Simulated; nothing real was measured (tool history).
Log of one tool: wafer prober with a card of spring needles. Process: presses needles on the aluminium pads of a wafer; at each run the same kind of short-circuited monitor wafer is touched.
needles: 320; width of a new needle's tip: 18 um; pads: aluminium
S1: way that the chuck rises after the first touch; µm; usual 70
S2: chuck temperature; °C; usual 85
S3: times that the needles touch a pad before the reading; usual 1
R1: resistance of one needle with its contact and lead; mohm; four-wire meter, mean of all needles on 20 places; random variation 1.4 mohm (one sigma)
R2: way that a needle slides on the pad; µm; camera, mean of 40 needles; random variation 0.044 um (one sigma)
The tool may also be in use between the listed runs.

| run | hour | S1 | S2 | S3 | R1 | R2 |
|---|---|---|---|---|---|---|
| 1 | 0 | 70 | 85 | 1 | 121 | 17.62 |
|  | 16.8 | tips cleaned on abrasive film |
| 2 | 22.6 | 70 | 85 | 1 | 119 | 17.64 |
|  | 34.3 | tips cleaned on abrasive film |
| 3 | 35 | 70 | 85 | 1 | 121 | 17.54 |
|  | 51.5 | tips cleaned on abrasive film |
| 4 | 60.6 | 70 | 85 | 1 | 122 | 17.65 |
|  | 69.6 | tips cleaned on abrasive film |
| 5 | 77.4 | 70 | 85 | 1 | 120 | 17.53 |
|  | 87.7 | tips cleaned on abrasive film |
| 6 | 101.9 | 74 | 85 | 1 | 117 | 18.57 |
|  | 104.1 | tips cleaned on abrasive film |
|  | 121.1 | tips cleaned on abrasive film |
| 7 | 125.6 | 74 | 85 | 1 | 118 | 18.51 |
|  | 137.8 | tips cleaned on abrasive film |
| 8 | 146.2 | 74 | 85 | 1 | 120 | 18.63 |
|  | 155.2 | tips cleaned on abrasive film |
| 9 | 168.8 | 74 | 85 | 1 | 117 | 18.54 |
|  | 171.7 | tips cleaned on abrasive film |
|  | 188.8 | tips cleaned on abrasive film |
| 10 | 193.7 | 74 | 85 | 1 | 118 | 18.51 |
|  | 206.5 | tips cleaned on abrasive film |
| 11 | 213.7 | 63 | 85 | 1 | 120 | 15.78 |
|  | 223 | tips cleaned on abrasive film |
|  | 239.5 | tips cleaned on abrasive film |
| 12 | 239.5 | 70 | 85 | 1 | 117 | 17.48 |
| 13 | 250.1 | 70 | 85 | 3 | 120 | 17.5 |
|  | 255.9 | tips cleaned on abrasive film |
|  | 273.7 | tips cleaned on abrasive film |
| 14 | 274.7 | 70 | 85 | 3 | 118 | 17.48 |
| 15 | 287.2 | 70 | 85 | 3 | 119 | 17.47 |
|  | 290.4 | tips cleaned on abrasive film |
| 16 | 301.1 | 70 | 85 | 3 | 119 | 17.46 |
|  | 307.2 | tips cleaned on abrasive film |
|  | 308.7 | height of the first contact set anew |
|  | 324.7 | tips cleaned on abrasive film |
| 17 | 325.5 | 70 | 85 | 3 | 122 | 17.46 |
|  | 341.2 | tips cleaned on abrasive film |
| 18 | 342.3 | 70 | 85 | 3 | 120 | 17.44 |
| 19 | 357 | 50 | 68 | 3 | 120 | 12.5 |
|  | 359.2 | tips cleaned on abrasive film |
|  | 376.8 | tips cleaned on abrasive film |
| 20 | 379.1 | 74 | 31 | 3 | 112 | 18.46 |
|  | 394.7 | tips cleaned on abrasive film |
| 21 | 404.2 | 54 | 85 | 1 | 125 | 13.46 |
|  | 412.7 | tips cleaned on abrasive film |
| 22 | 428.1 | 70 | 40 | 2 | 113 | 17.37 |
|  | 430.2 | tips cleaned on abrasive film |
| 23 | 445 | 70 | 78 | 1 | 121 | 17.39 |
|  | 447.3 | tips cleaned on abrasive film |
|  | 464 | tips cleaned on abrasive film |
| 24 | 468.2 | 62 | 73 | 3 | 118 | 15.41 |
|  | 481.9 | tips cleaned on abrasive film |
| 25 | 492.1 | 67 | 49 | 2 | 116 | 16.62 |
|  | 498.9 | tips cleaned on abrasive film |
| 26 | 509 | 70 | 42 | 2 | 113 | 17.33 |
|  | 515.7 | tips cleaned on abrasive film |
| 27 | 523.1 | 87 | 62 | 2 | 117 | 21.58 |
|  | 532.9 | tips cleaned on abrasive film |
| 28 | 545.8 | 89 | 31 | 3 | 111 | 22.15 |
|  | 549.3 | tips cleaned on abrasive film |
| 29 | 565.2 | 82 | 76 | 2 | 116 | 20.42 |

The next listed run, before its measurement:
|  | 567.2 | tips cleaned on abrasive film |
| 30 | 581.5 | 82 | 76 | 2 | ? | ? |

Run 30 gave R1 118 mohm, R2 20.33 µm.
Without the tool's hidden state the same run would have given R1 118 mohm, R2 20.69 µm.
